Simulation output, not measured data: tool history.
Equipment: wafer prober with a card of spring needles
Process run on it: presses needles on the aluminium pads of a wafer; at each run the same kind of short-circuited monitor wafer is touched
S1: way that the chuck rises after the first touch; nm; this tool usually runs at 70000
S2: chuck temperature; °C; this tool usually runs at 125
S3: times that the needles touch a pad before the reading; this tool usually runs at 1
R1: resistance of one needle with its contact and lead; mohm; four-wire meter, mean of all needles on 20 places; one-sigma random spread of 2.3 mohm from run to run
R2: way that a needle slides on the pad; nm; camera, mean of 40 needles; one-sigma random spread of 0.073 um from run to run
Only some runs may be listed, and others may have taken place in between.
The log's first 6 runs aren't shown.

run	hour	S1	S2	S3	R1	R2
# hour 114.5: tips cleaned on abrasive film
7	122.6	70000	125	3	282	9040
# hour 126.6: tips cleaned on abrasive film
# hour 137.9: tips cleaned on abrasive film
8	137.9	70000	125	3	266	8960
# hour 150.1: tips cleaned on abrasive film
9	155	70000	32	1	278	8930
# hour 161.7: tips cleaned on abrasive film
# hour 173.8: tips cleaned on abrasive film
10	173.8	70000	125	1	269	8870
# hour 186.2: tips cleaned on abrasive film
# hour 194.1: height of the first contact set anew, once more
# hour 197.8: tips cleaned on abrasive film
11	203.2	70000	125	1	302	9460
# hour 209.2: tips cleaned on abrasive film
# hour 220: tips cleaned on abrasive film
12	220	70000	125	1	265	9470
# hour 232.8: tips cleaned on abrasive film
13	240	70000	125	1	298	9480
# hour 243.8: tips cleaned on abrasive film
# hour 255.4: tips cleaned on abrasive film
14	260.9	70000	125	1	291	9330
# hour 267.8: tips cleaned on abrasive film
# hour 278.9: tips cleaned on abrasive film
15	278.9	70000	125	1	267	9480
# hour 289.7: tips cleaned on abrasive film
16	291.1	70000	125	1	277	9570
# hour 300.9: tips cleaned on abrasive film
# hour 313: tips cleaned on abrasive film
17	317.3	70000	125	1	294	9510
# hour 325.7: tips cleaned on abrasive film
# hour 336.2: tips cleaned on abrasive film
18	346.2	70000	125	1	310	9360
# hour 348.4: tips cleaned on abrasive film
# hour 360.2: tips cleaned on abrasive film
# hour 370.8: tips cleaned on abrasive film
19	371.4	67000	62	1	263	8900
# hour 381.7: tips cleaned on abrasive film
20	385.2	72000	99	3	270	9770
# hour 392.8: tips cleaned on abrasive film
21	402.9	69000	32	3	259	9140
# hour 405.5: tips cleaned on abrasive film
# hour 416.5: tips cleaned on abrasive film
22	423.9	69000	32	3	259	9230
# hour 427.1: tips cleaned on abrasive film
# hour 437.8: tips cleaned on abrasive film
# hour 448.7: tips cleaned on abrasive film
23	449.5	69000	32	3	243	9140
# hour 460.9: tips cleaned on abrasive film
# hour 471.7: tips cleaned on abrasive film
24	472.9	80000	125	1	270	10780
# hour 483.3: tips cleaned on abrasive film
# hour 494.2: tips cleaned on abrasive film
25	495.5	81000	77	1	257	10740
# hour 505.7: tips cleaned on abrasive film
# hour 517.5: tips cleaned on abrasive film
26	518.4	63000	114	2	271	8270
# hour 528.8: tips cleaned on abrasive film
# hour 540: tips cleaned on abrasive film
27	547.9	63000	69	2	287	8200
# hour 550.6: tips cleaned on abrasive film
# hour 561.8: tips cleaned on abrasive film
28	568.7	63000	69	2	288	8260
# hour 573.7: tips cleaned on abrasive film
# hour 584.4: tips cleaned on abrasive film
29	594.4	60000	103	2	303	7780
# hour 597.1: tips cleaned on abrasive film
# hour 608.5: tips cleaned on abrasive film
# hour 619.7: tips cleaned on abrasive film
30	621.3	53000	61	2	271	6910

Below are 4 alternative next runs, each starting from the tool's condition after run 30. Predict each:
# hour 630.4: tips cleaned on abrasive film
A	636.4	58000	113	2	?	?
# hour 630.4: tips cleaned on abrasive film
B	636.4	51000	95	2	?	?
# hour 630.4: tips cleaned on abrasive film
C	636.4	70000	43	2	?	?
# hour 630.4: tips cleaned on abrasive film
D	636.4	70000	48	3	?	?

run	R1	R2
A	300	7370
B	311	6540
C	265	9110
D	263	9070
With no hidden state in the tool, these same runs would have given:
run	R1	R2
A	261	7790
B	260	6970
C	236	9530
D	243	9490

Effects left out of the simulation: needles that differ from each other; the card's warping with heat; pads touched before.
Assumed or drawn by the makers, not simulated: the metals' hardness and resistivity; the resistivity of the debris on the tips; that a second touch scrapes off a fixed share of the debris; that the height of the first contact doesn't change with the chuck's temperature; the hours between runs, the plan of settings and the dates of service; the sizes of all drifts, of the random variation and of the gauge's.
